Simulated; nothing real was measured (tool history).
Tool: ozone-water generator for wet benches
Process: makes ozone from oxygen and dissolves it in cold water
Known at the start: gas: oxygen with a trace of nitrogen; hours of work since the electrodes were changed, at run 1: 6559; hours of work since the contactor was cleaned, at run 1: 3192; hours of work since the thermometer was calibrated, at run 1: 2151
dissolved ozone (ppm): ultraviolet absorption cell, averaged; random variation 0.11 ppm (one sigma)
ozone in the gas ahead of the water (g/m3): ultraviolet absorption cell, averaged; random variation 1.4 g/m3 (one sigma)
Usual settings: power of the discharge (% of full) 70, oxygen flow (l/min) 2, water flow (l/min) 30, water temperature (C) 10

| run | hour | power of the discharge (% of full) | oxygen flow (l/min) | water flow (l/min) | water temperature (C) | hours of work since the electrodes were changed | hours of work since the contactor was cleaned | hours of work since the thermometer was calibrated | dissolved ozone (ppm) | ozone in the gas ahead of the water (g/m3) |
|---|---|---|---|---|---|---|---|---|---|---|
| 1 | 0 | 70 | 2 | 30 | 10 | 6559 | 3192 | 2151 | 7.9 | 231.8 |
| 2 | 178.6 | 70 | 2 | 30 | 10 | 6711 | 3343 | 2302 | 7.9 | 230.7 |
| 3 | 349.4 | 59 | 2 | 30 | 10 | 6856 | 3488 | 2447 | 7.3 | 212.5 |
| 4 | 507.9 | 59 | 2 | 30 | 10 | 6990 | 3623 | 2581 | 7.1 | 214 |
| 5 | 626.4 | 70 | 2 | 33 | 10 | 7090 | 3723 | 2682 | 6.6 | 227.8 |
| 6 | 746.4 | 70 | 2 | 31 | 10 | 7192 | 3825 | 2784 | 7.5 | 231.1 |
| 7 | 847.3 | 45 | 2 | 30 | 10 | 7278 | 3910 | 2869 | 6.2 | 181.8 |
| 8 | 968.7 | 45 | 2 | 30 | 10 | 7381 | 4013 | 2972 | 6.3 | 180.7 |
| 9 | 1142 | 45 | 2 | 30 | 10 | 7528 | 4160 | 3119 | 6.1 | 181.1 |
| 10 | 1245.7 | 45 | 2 | 30 | 10 | 7616 | 4248 | 3207 | 6 | 183 |
| 11 | 1432.3 | 45 | 2 | 30 | 10 | 7774 | 4407 | 3365 | 6.2 | 181.9 |
| 12 | 1615.8 | 45 | 2 | 30 | 10 | 7930 | 4562 | 3521 | 6 | 183.3 |
| 13 | 1708.6 | 45 | 2 | 30 | 10 | 8008 | 4641 | 3600 | 6.1 | 181.8 |
| 14 | 1876.1 | 45 | 2 | 30 | 10 | 8150 | 4783 | 3742 | 6.2 | 182.1 |
| 15 | 2020.2 | 70 | 2.31 | 30 | 10 | 8273 | 4905 | 3864 | 7.9 | 210 |
| 16 | 2214.1 | 70 | 2 | 30 | 10 | 8437 | 5070 | 4029 | 7.7 | 226.3 |
| 17 | 2356.6 | 70 | 2 | 30 | 10 | 8558 | 5191 | 4149 | 7.6 | 225 |
| 18 | 2580.4 | 98 | 1.5 | 22 | 15 | 8748 | 5380 | 4339 | 11.9 | 309.8 |
|  | 2607.2 | contactor cleaned |
|  | 2652.2 | water thermometer calibrated |
| 19 | 2750.7 | 98 | 1.5 | 22 | 15 | 8889 | 121 | 84 | 12.8 | 308.5 |
| 20 | 2909.7 | 53 | 3.35 | 31 | 8 | 9023 | 256 | 218 | 8.1 | 146.1 |
| 21 | 3039.4 | 74 | 1.09 | 27 | 10 | 9133 | 366 | 328 | 7.4 | 317.8 |
| 22 | 3192.1 | 72 | 1.98 | 29 | 5 | 9263 | 496 | 458 | 8.5 | 225.5 |
| 23 | 3347 | 60 | 2 | 43 | 10 | 9394 | 627 | 589 | 4.6 | 203.9 |
| 24 | 3511.7 | 60 | 2 | 43 | 10 | 9534 | 767 | 729 | 4.3 | 204.7 |
| 25 | 3691.6 | 51 | 1.4 | 30 | 10 | 9687 | 919 | 882 | 6.1 | 229.5 |
| 26 | 3824.1 | 70 | 1.28 | 23 | 10 | 9799 | 1032 | 994 | 9.6 | 282.2 |
| 27 | 4053.5 | 70 | 1.28 | 23 | 10 | 9994 | 1226 | 1189 | 9.4 | 281.2 |
| 28 | 4278.5 | 70 | 1.28 | 23 | 10 | 10184 | 1417 | 1379 | 9.7 | 279.2 |
| 29 | 4464 | 70 | 1.63 | 25 | 10 | 10342 | 1574 | 1537 | 9.2 | 246.6 |
| 30 | 4572 | 70 | 1.63 | 25 | 10 | 10433 | 1666 | 1628 | 9 | 245 |
| 31 | 4699.7 | 70 | 1.63 | 25 | 10 | 10542 | 1774 | 1737 | 9.1 | 242.2 |
| 32 | 4802.2 | 48 | 1.63 | 24 | 10 | 10629 | 1861 | 1824 | 8.1 | 204.2 |
| 33 | 5027.4 | 70 | 3.4 | 23 | 6 | 10820 | 2052 | 2015 | 12.6 | 162.8 |

Hidden state at the last listed run before each entry between runs and at the first one after, where it differs:
Between runs 18 and 19: contactor cleaned (hour 2607.2); water thermometer calibrated (hour 2652.2)
  yield of the discharge, % of new electrodes': 87.6 -> 87.4; contactor's efficiency, % of a clean one's: 87.7 -> 99.2; true water temperature over the reading, C: 0.14 -> 0.04
  measured less the result without the state, dissolved ozone (ppm): -3 -> -2.2; ozone in the gas ahead of the water (g/m3): -52.4 -> -53

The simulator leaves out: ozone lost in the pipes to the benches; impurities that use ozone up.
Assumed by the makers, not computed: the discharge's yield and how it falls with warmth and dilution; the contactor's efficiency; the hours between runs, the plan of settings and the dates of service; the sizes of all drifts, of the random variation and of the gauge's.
